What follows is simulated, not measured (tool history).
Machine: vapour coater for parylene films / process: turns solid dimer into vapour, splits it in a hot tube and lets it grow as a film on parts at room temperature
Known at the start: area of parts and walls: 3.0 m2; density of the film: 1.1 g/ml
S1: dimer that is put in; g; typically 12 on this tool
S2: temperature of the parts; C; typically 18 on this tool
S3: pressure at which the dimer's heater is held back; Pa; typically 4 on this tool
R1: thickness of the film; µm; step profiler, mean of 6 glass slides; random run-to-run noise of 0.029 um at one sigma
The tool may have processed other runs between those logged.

Run 1, day 0: usual settings. Result: R1 2.9 µm.
Run 2, day 3.512: usual settings. Result: R1 2.87 µm.
Run 3, day 5.888: usual settings. Result: R1 2.81 µm.
Run 4, day 8.396: usual settings. Result: R1 2.77 µm.
At day 9.042: table's thermometer calibrated.
Run 5, day 11.367: usual settings. Result: R1 2.64 µm.
Run 6, day 14.704: usual settings but S3 5.32 Pa. Result: R1 2.51 µm.
At day 17.642: trap's valve overhauled.
Run 7, day 18.262: usual settings but S3 5.32 Pa. Result: R1 2.87 µm.
Run 8, day 20.075: usual settings but S3 5.32 Pa. Result: R1 2.88 µm.
Run 9, day 23.4: usual settings but S3 5.32 Pa. Result: R1 2.83 µm.
Run 10, day 26.521: usual settings but S3 5.32 Pa. Result: R1 2.83 µm.
Run 11, day 30.008: usual settings. Result: R1 2.96 µm.
Run 12, day 32.888: usual settings. Result: R1 2.85 µm.
Run 13, day 36.479: usual settings. Result: R1 2.81 µm.
Run 14, day 38.704: usual settings. Result: R1 2.79 µm.
Run 15, day 41.404: usual settings. Result: R1 2.73 µm.
Run 16, day 43.767: usual settings but S1 8 g. Result: R1 1.83 µm.
At day 47.358: trap's valve overhauled.
Run 17, day 47.521: usual settings but S1 8 g. Result: R1 2.01 µm.
Run 18, day 50.517: usual settings but S1 8 g. Result: R1 2.04 µm.
Run 19, day 52.45: usual settings but S3 3.68 Pa. Result: R1 3.04 µm.
Run 20, day 54.85: usual settings but S3 3.68 Pa. Result: R1 3.04 µm.
Run 21, day 58.008: usual settings but S3 3.68 Pa. Result: R1 2.99 µm.
Run 22, day 59.771: usual settings but S3 3.68 Pa. Result: R1 2.99 µm.
Run 23, day 61.967: usual settings but S3 3.68 Pa. Result: R1 2.94 µm.
At day 64.333: table's thermometer calibrated.
Run 24, day 65.262: usual settings but S3 3.68 Pa. Result: R1 2.77 µm.
Run 25, day 67.196: usual settings but S3 3.68 Pa. Result: R1 2.76 µm.
Run 26, day 70.879: usual settings but S1 21 g, S2 25 C. Result: R1 3.31 µm.
Run 27, day 73.65: usual settings but S1 21 g, S2 25 C, S3 5.47 Pa. Result: R1 3.07 µm.
At day 77.179: trap's valve overhauled.
Run 28, day 77.333: usual settings but S1 21 g, S2 25 C, S3 5.47 Pa. Result: R1 3.56 µm.
Run 29, day 79.929: usual settings but S1 21 g, S2 28 C, S3 5.25 Pa. Result: R1 3.06 µm.
Run 30, day 81.796: usual settings but S1 21 g, S2 28 C, S3 5.25 Pa. Result: R1 3 µm.
Run 31, day 85.238: usual settings but S1 15 g, S2 19 C, S3 2.16 Pa. Result: R1 3.77 µm.
Run 32, day 87.5: usual settings but S1 7 g, S2 13 C, S3 10.77 Pa. Result: R1 1.89 µm.
Run 33, day 89.071: usual settings but S2 17 C, S3 2.91 Pa. Result: R1 3.16 µm.
Run 34, day 92.504: usual settings but S1 16 g, S2 29 C, S3 5.77 Pa. Result: R1 2.06 µm.
Run 35, day 94.008: usual settings but S1 20 g, S2 24 C, S3 10.55 Pa. Result: R1 3.04 µm.
Run 36, day 96.992: usual settings but S1 20 g, S2 24 C, S3 10.55 Pa. Result: R1 3.04 µm.
Run 37, day 99.283: usual settings but S1 20 g, S2 24 C, S3 10.55 Pa. Result: R1 2.93 µm.
Run 38, day 101.333: usual settings but S1 6 g, S2 13 C, S3 2.13 Pa. Result: R1 1.63 µm.
Run 39, day 103.808: usual settings but S1 6 g, S2 13 C, S3 2.13 Pa. Result: R1 1.55 µm.
At day 106.775: trap's valve overhauled.
Run 40, day 107.208: usual settings but S2 30 C. Result: R1 1.68 µm.
Run 41, day 108.754: usual settings but S3 4.58 Pa. Result: R1 2.97 µm.

3 options for the next run, each taken on its own from the tool as it stands now. Forecast them:
Run A, day 111.625: usual settings but S2 16 C, S3 4.58 Pa. Result: R1 ?.
Run B, day 111.625: usual settings but S1 8 g, S2 19 C, S3 4.58 Pa. Result: R1 ?.
Run C, day 111.625: usual settings but S2 23 C, S3 4.58 Pa. Result: R1 ?.

run    R1
  A  3.27
  B  1.87
  C  2.31
With the hidden condition removed and each run's random variation left untouched, the same runs would have given:
run    R1
  A  3.24
  B  1.86
  C  2.29

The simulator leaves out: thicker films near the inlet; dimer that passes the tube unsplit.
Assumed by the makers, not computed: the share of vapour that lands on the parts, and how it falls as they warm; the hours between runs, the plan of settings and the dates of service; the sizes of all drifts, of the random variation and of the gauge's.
